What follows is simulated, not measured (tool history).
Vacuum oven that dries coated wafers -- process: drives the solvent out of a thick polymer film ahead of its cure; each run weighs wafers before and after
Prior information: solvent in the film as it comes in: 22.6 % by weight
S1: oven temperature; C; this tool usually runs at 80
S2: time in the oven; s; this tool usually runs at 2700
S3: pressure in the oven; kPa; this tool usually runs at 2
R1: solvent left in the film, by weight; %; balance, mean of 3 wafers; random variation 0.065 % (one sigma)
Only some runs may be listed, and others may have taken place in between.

run 1 day=0 | S1=80 S2=2700 S3=2 | R1=4.52
run 2 day=2.588 | S1=80 S2=2700 S3=2 | R1=4.55
run 3 day=5.654 | S1=80 S2=2700 S3=2 | R1=4.7
run 4 day=9.633 | S1=91 S2=2700 S3=2 | R1=1.92
run 5 day=13.433 | S1=91 S2=2700 S3=2 | R1=1.96
run 6 day=16.921 | S1=80 S2=2700 S3=2 | R1=4.67
run 7 day=20.808 | S1=80 S2=2700 S3=2 | R1=4.7
run 8 day=24.321 | S1=80 S2=2700 S3=2 | R1=4.7
-- day=25.542 oven's thermocouples calibrated
run 9 day=26.742 | S1=80 S2=2700 S3=2 | R1=4.15
run 10 day=30.521 | S1=80 S2=2700 S3=2 | R1=4.08
run 11 day=35.142 | S1=80 S2=2700 S3=2 | R1=4.28
run 12 day=39.358 | S1=71 S2=2700 S3=2 | R1=7.1
run 13 day=44.1 | S1=80 S2=2700 S3=2 | R1=4.31
run 14 day=47.367 | S1=80 S2=2700 S3=2 | R1=4.28
run 15 day=49.562 | S1=80 S2=2700 S3=2 | R1=4.27
run 16 day=51.971 | S1=80 S2=2700 S3=2 | R1=4.41
run 17 day=55.879 | S1=80 S2=2700 S3=2 | R1=4.2
run 18 day=57.875 | S1=80 S2=2700 S3=2 | R1=4.21
run 19 day=62.754 | S1=80 S2=2700 S3=2 | R1=4.38
run 20 day=65.892 | S1=80 S2=2700 S3=2 | R1=4.4
run 21 day=68.067 | S1=80 S2=2700 S3=1.78 | R1=4.25
run 22 day=72.967 | S1=80 S2=2700 S3=1.78 | R1=4.46
run 23 day=77.638 | S1=80 S2=2460 S3=2 | R1=5.1
run 24 day=81.592 | S1=94 S2=2700 S3=2 | R1=1.47
run 25 day=84.862 | S1=94 S2=2700 S3=2 | R1=1.5
-- day=86.588 oven's thermocouples calibrated
run 26 day=89.454 | S1=94 S2=2700 S3=2 | R1=1.45
run 27 day=93.704 | S1=89 S2=3660 S3=1.22 | R1=1.11
run 28 day=98.212 | S1=89 S2=3660 S3=1.22 | R1=1.08
run 29 day=102.308 | S1=76 S2=3480 S3=1.33 | R1=3.88
run 30 day=105.354 | S1=76 S2=3480 S3=1.58 | R1=4.15
run 31 day=108.529 | S1=76 S2=3480 S3=1.58 | R1=4.13
run 32 day=113.125 | S1=76 S2=4080 S3=1.17 | R1=3.12
run 33 day=115.958 | S1=71 S2=1920 S3=2 | R1=9.8
run 34 day=118.054 | S1=80 S2=3420 S3=4.16 | R1=3.74
run 35 day=120.975 | S1=80 S2=3420 S3=4.16 | R1=3.82
run 36 day=125.612 | S1=80 S2=3420 S3=4.16 | R1=3.98
run 37 day=129.529 | S1=80 S2=3420 S3=2.76 | R1=3.65
run 38 day=131.904 | S1=80 S2=1860 S3=2 | R1=7.02
run 39 day=134.633 | S1=80 S2=3480 S3=7.26 | R1=4.67
run 40 day=138.617 | S1=80 S2=3480 S3=7.26 | R1=4.71
run 41 day=141.9 | S1=89 S2=2700 S3=3.34 | R1=2.83
run 42 day=146.767 | S1=92 S2=1500 S3=1.49 | R1=4.83
-- day=147.696 oven's thermocouples calibrated
run 43 day=150.25 | S1=75 S2=4380 S3=3.58 | R1=3.62
run 44 day=153.017 | S1=75 S2=4380 S3=3.58 | R1=3.73
run 45 day=155.742 | S1=71 S2=2700 S3=7.94 | R1=8.94
run 46 day=158.288 | S1=80 S2=1860 S3=1.06 | R1=6.69
run 47 day=160.267 | S1=80 S2=1860 S3=2.38 | R1=6.85

Below are 3 alternative next runs, each starting from the tool's condition after run 47. Predict each:
run A day=163.196 | S1=72 S2=1380 S3=7.74 | R1=?
run B day=163.196 | S1=87 S2=1860 S3=2.38 | R1=?
run C day=163.196 | S1=87 S2=2220 S3=1.2 | R1=?

run=A R1=12.34
run=B R1=4.7
run=C R1=3.57
Had the tool no hidden state, the same runs would have come out as:
run=A R1=12.1
run=B R1=4.5
run=C R1=3.35
